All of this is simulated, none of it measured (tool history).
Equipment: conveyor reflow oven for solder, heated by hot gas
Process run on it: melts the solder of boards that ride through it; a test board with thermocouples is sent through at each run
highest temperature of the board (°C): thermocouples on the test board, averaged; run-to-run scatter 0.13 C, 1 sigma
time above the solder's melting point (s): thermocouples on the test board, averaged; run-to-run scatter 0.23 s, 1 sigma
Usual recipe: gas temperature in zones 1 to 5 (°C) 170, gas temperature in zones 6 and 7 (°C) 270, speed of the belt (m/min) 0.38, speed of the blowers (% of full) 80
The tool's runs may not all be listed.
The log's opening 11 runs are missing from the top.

run    hour  gas temperature in zones 1 to 5 (°C)  gas temperature in zones 6 and 7 (°C)  speed of the belt (m/min)  speed of the blowers (% of full)  highest temperature of the board (°C)  time above the solder's melting point (s)
 12     599                                   170                                    270                      0.327                                80                                    259                                       89.2
      609.2  -- belt drive overhauled, speed set with a stopwatch
      645.2  -- flux residue cleaned out of gas plates and filters
 13   645.2                                   170                                    270                      0.327                                80                                  260.7                                       91.5
 14   712.9                                   170                                    270                       0.38                                80                                  256.5                                       74.4
      729.5  -- belt drive overhauled, speed set with a stopwatch, once more
 15   772.4                                   170                                    270                       0.38                                80                                    256                                       72.7
 16     820                                   176                                    270                      0.349                                80                                  259.3                                       85.1
 17   859.5                                   157                                    281                       0.38                                80                                  263.4                                       73.4
 18   908.8                                   175                                    270                      0.453                                73                                  248.8                                       55.1
 19   966.4                                   183                                    270                      0.322                                64                                  259.1                                       96.4
 20  1013.5                                   183                                    270                      0.322                                64                                    259                                       96.5
     1064.8  -- flux residue cleaned out of gas plates and filters
 21  1075.5                                   183                                    270                      0.322                                64                                  260.3                                       97.5
 22    1107                                   183                                    270                      0.322                                64                                  259.9                                       96.9
 23  1170.4                                   182                                    281                      0.358                                68                                  267.6                                       91.2
 24    1240                                   182                                    281                      0.358                                68                                  267.3                                       91.4
     1247.1  -- thermocouples of zones 6 and 7 changed
 25  1316.1                                   158                                    278                      0.407                                68                                  253.8                                       60.7
 26  1359.4                                   170                                    278                      0.367                                80                                  262.8                                       81.1
 27  1411.6                                   170                                    278                      0.367                                80                                  262.8                                       81.1
 28  1445.2                                   180                                    278                      0.452                                80                                  257.2                                       64.6
     1484.4  -- flux residue cleaned out of gas plates and filters
 29  1505.9                                   169                                    281                      0.419                                51                                  252.2                                       60.7
 30  1570.2                                   169                                    281                      0.419                                51                                    252                                       60.5

4 options for the next run, each taken on its own from the tool as it stands now. Forecast them:
  A  1609.6                                   170                                    265                       0.38                                80                                      ?                                          ?
  B  1609.6                                   169                                    284                      0.341                                73                                      ?                                          ?
  C  1609.6                                   170                                    277                       0.38                                80                                      ?                                          ?
  D  1609.6                                   155                                    281                      0.419                                61                                      ?                                          ?

run  highest temperature of the board (°C)  time above the solder's melting point (s)
  A                                  251.2                                         70
  B                                  269.9                                       92.4
  C                                  261.7                                       78.1
  D                                  252.9                                       56.9
With the hidden condition removed and each run's random variation left untouched, the same runs would have given:
run  highest temperature of the board (°C)  time above the solder's melting point (s)
  A                                    251                                       68.9
  B                                  269.7                                       90.8
  C                                  261.6                                       76.9
  D                                  252.8                                         56

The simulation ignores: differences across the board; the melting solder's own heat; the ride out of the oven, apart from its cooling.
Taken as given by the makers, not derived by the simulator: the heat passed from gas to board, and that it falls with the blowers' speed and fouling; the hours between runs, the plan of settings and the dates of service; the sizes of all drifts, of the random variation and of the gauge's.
